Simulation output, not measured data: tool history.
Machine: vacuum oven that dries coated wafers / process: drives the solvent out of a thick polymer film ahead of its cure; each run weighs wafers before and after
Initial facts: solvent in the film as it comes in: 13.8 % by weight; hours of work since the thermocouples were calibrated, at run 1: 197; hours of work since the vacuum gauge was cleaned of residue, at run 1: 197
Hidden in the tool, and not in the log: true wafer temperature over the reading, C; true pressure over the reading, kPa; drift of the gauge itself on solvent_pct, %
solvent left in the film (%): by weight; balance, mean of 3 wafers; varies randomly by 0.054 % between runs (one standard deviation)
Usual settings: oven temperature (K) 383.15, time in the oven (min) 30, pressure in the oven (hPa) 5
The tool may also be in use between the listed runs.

run     day  oven temperature (K)  time in the oven (min)  pressure in the oven (hPa)  hours of work since the thermocouples were calibrated  hours of work since the vacuum gauge was cleaned of residue  solvent left in the film (%)
  1       0                383.15                      30                           5                                                    197                                                          197                          1.93
  2   3.154                383.15                      30                        3.21                                                    247                                                          247                          1.77
  3   5.508                383.15                      30                        3.21                                                    285                                                          285                          1.84
  4   9.542                383.15                      30                           5                                                    349                                                          349                          2.07
  5  12.925                383.15                      30                           5                                                    403                                                          403                          1.97
  6  15.642                383.15                      30                           5                                                    447                                                          447                          2.02
  7    17.9                383.15                      30                           5                                                    483                                                          483                          2.12
  8  20.129                383.15                      30                       17.89                                                    518                                                          518                          3.61
  9  22.388                383.15                      30                       17.89                                                    554                                                          554                           3.6
 10  26.296                383.15                      21                           5                                                    617                                                          617                          3.19
 11  28.546                383.15                      21                        3.52                                                    653                                                          653                          3.04
 12  32.592                383.15                      21                        3.52                                                    717                                                          717                          3.03
 13  36.342                383.15                      21                        3.52                                                    777                                                          777                          3.11
 14  38.279                383.15                      30                       14.25                                                    808                                                          808                           3.1
 15  42.138                395.15                      30                           5                                                    870                                                          870                          1.03
 16  44.883                396.15                      30                        6.25                                                    914                                                          914                          1.02
 17   47.45                389.15                      30                        7.65                                                    955                                                          955                          1.76
 18  50.592                387.15                      18                        7.65                                                   1005                                                         1005                          3.23
 19  53.508                389.15                      30                       19.38                                                   1051                                                         1051                          2.94
     53.779  -- vacuum gauge cleaned of residue and calibrated
 20  57.588                370.15                      18                       14.46                                                   1116                                                           61                          7.51
 21   61.65                370.15                      18                       14.46                                                   1180                                                          126                          7.62
 22  64.871                373.15                      18                        6.48                                                   1232                                                          177                          5.93
 23  67.958                380.15                      18                        5.46                                                   1281                                                          227                          4.41
     68.579  -- vacuum gauge cleaned of residue and calibrated, once more
 24  71.188                380.15                      18                        5.46                                                   1332                                                           42                          3.79
 25  72.883                380.15                      18                        5.46                                                   1359                                                           69                          3.87
 26  74.992                380.15                      18                        5.46                                                   1393                                                          102                           3.8
      76.05  -- oven's thermocouples calibrated
 27   77.55                380.15                      18                        5.46                                                     24                                                          142                          4.24
 28  80.712                380.15                      18                        5.46                                                     75                                                          192                          4.18
 29   82.65                396.15                      27                         6.9                                                    105                                                          223                          1.06
 30  86.221                383.15                      24                        3.06                                                    163                                                          280                          2.33

Had the tool no unlogged condition, and each run kept its random variation, what would the results have been?
run  solvent left in the film (%)
  1                          1.84
  2                          1.67
  3                          1.73
  4                          1.94
  5                          1.82
  6                          1.86
  7                          1.95
  8                          3.46
  9                          3.45
 10                          3.05
 11                          2.89
 12                          2.88
 13                          2.95
 14                          2.89
 15                          0.79
 16                          0.79
 17                          1.51
 18                          3.11
 19                          2.73
 20                          7.18
 21                          7.28
 22                           5.6
 23                          4.14
 24                          4.22
 25                           4.3
 26                          4.22
 27                          4.24
 28                          4.18
 29                          1.02
 30                           2.3

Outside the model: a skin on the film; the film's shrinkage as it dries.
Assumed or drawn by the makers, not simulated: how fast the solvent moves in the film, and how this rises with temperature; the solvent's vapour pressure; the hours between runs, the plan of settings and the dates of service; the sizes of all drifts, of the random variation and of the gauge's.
